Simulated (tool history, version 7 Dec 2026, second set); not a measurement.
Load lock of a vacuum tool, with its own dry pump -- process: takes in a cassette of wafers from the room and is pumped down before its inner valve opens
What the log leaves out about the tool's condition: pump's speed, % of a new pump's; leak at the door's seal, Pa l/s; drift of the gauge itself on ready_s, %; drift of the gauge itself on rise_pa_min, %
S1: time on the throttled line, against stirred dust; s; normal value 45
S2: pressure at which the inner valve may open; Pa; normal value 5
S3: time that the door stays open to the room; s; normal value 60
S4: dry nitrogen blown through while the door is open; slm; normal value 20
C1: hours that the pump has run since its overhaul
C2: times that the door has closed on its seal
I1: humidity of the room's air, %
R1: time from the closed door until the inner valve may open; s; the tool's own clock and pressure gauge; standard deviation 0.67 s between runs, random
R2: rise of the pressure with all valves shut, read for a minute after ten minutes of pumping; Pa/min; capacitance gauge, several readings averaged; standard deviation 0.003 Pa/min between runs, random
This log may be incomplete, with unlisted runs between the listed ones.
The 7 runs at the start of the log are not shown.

| run | day | S1 | S2 | S3 | S4 | C1 | C2 | I1 | R1 | R2 |
|---|---|---|---|---|---|---|---|---|---|---|
| 8 | 47.267 | 45 | 5 | 60 | 20 | 11974 | 10127 | 46 | 112.5 | 0.12 |
| 9 | 54.992 | 45 | 5 | 60 | 20 | 12159 | 10387 | 43.6 | 111 | 0.121 |
| 10 | 63.504 | 45 | 5 | 60 | 20 | 12364 | 10673 | 45.2 | 111.2 | 0.121 |
| 11 | 68.888 | 45 | 5 | 60 | 20 | 12493 | 10854 | 44.8 | 111.6 | 0.125 |
| 12 | 76.721 | 45 | 5 | 60 | 20 | 12681 | 11118 | 45 | 111.8 | 0.127 |
| 13 | 85.079 | 45 | 5 | 60 | 20 | 12882 | 11399 | 42.1 | 111 | 0.129 |
| 14 | 92.208 | 45 | 5 | 60 | 20 | 13053 | 11639 | 43.1 | 111.5 | 0.13 |
| 15 | 96.279 | 45 | 5 | 60 | 20 | 13150 | 11775 | 43.6 | 112.4 | 0.136 |
| 16 | 103.708 | 45 | 5 | 60 | 20 | 13329 | 12025 | 46.3 | 111.5 | 0.128 |
| 17 | 109.633 | 45 | 5 | 60 | 5 | 13471 | 12225 | 45.9 | 113.7 | 0.158 |
| 18 | 115.592 | 45 | 5 | 33 | 5 | 13614 | 12425 | 45 | 112.9 | 0.142 |
| 19 | 120.467 | 22 | 5 | 52 | 5 | 13731 | 12589 | 43.9 | 96.6 | 0.147 |
| 20 | 124.838 | 22 | 5 | 52 | 5 | 13836 | 12736 | 44.1 | 96.4 | 0.156 |
| 21 | 131.983 | 45 | 8 | 60 | 24 | 14007 | 12976 | 45.6 | 108.7 | 0.15 |
| 22 | 137.025 | 50 | 6 | 60 | 20 | 14128 | 13146 | 45.5 | 115.4 | 0.149 |
| 23 | 141.15 | 82 | 5 | 60 | 20 | 14227 | 13285 | 41.5 | 139.1 | 0.148 |
| 24 | 146.562 | 82 | 5 | 60 | 20 | 14357 | 13467 | 42 | 142.6 | 0.151 |

What does the tool deliver on the next run?
| 25 | 152.117 | 78 | 10 | 49 | 14 | 14490 | 13654 | 45.1 | ? | ? |

R1: 132.7 s
R2: 0.153 Pa/min
Had the tool carried no hidden state, the very same run would have given R1 121.9 s, R2 0.038 Pa/min.
